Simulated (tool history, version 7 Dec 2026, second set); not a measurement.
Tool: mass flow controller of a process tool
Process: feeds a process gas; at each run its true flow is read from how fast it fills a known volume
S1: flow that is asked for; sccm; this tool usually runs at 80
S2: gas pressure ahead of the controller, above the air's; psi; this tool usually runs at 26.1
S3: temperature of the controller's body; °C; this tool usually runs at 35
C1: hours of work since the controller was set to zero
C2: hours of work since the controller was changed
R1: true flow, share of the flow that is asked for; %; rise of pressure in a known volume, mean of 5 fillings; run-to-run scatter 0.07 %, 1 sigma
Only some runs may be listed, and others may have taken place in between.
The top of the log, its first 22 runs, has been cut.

run      day   S1    S2  S3    C1    C2     R1
 23   66.375   80  26.1  26  1238  1238  98.28
 24   69.196   80  26.1  26  1277  1277  98.26
 25   71.958   80  23.6  36  1314  1314  97.29
 26   75.450  157  33.8  26  1362  1362  98.71
 27   77.517   25  24.4  35  1390  1390  95.92
 28   79.575   25  23.8  38  1418  1418  95.44
 29   81.896   25  20.7  21  1450  1450  97.24
 30   84.238   75  20.7  30  1482  1482  97.74
 31   88.042   94  20.9  24  1534  1534  98.62
 32   90.438   94  36.8  39  1567  1567  96.75
 33   94.312   80  26.1  23  1620  1620  98.37
 34   98.475   80  26.1  23  1677  1677  98.34
 35  102.288  103  40.0  32  1729  1729  97.49
 36  104.496  103  40.0  32  1759  1759  97.53
 37  108.354  103  40.0  32  1812  1812  97.44
 38  111.921   80  26.1  32  1861  1861  97.57
 39  113.788   80  25.5  31  1886  1886  97.43
 40  117.471   80  38.9  25  1936  1936  97.78
 41  120.883   22  30.0  27  1983  1983  95.20
 42  124.867   22  30.0  27  2037  2037  95.13
 43  127.088   72  33.5  22  2068  2068  97.83
 44  130.408   72  33.5  22  2113  2113  98.01
 45  134.275   80  25.1  22  2166  2166  98.25
 46  138.546   80  25.1  22  2224  2224  98.13
 47  140.800   81  34.2  29  2255  2255  97.32

Below are 3 alternative next runs, each starting from the tool's condition after run 47. Predict each:
  A  144.096  180  21.3  23  2300  2300   ?
  B  144.096   33  31.6  39  2300  2300   ?
  C  144.096   21  34.2  29  2300  2300   ?

run     R1
  A  99.10
  B  94.76
  C  94.44
Without the tool's hidden state the same runs would have given:
run      R1
  A  100.34
  B   97.82
  C   98.78
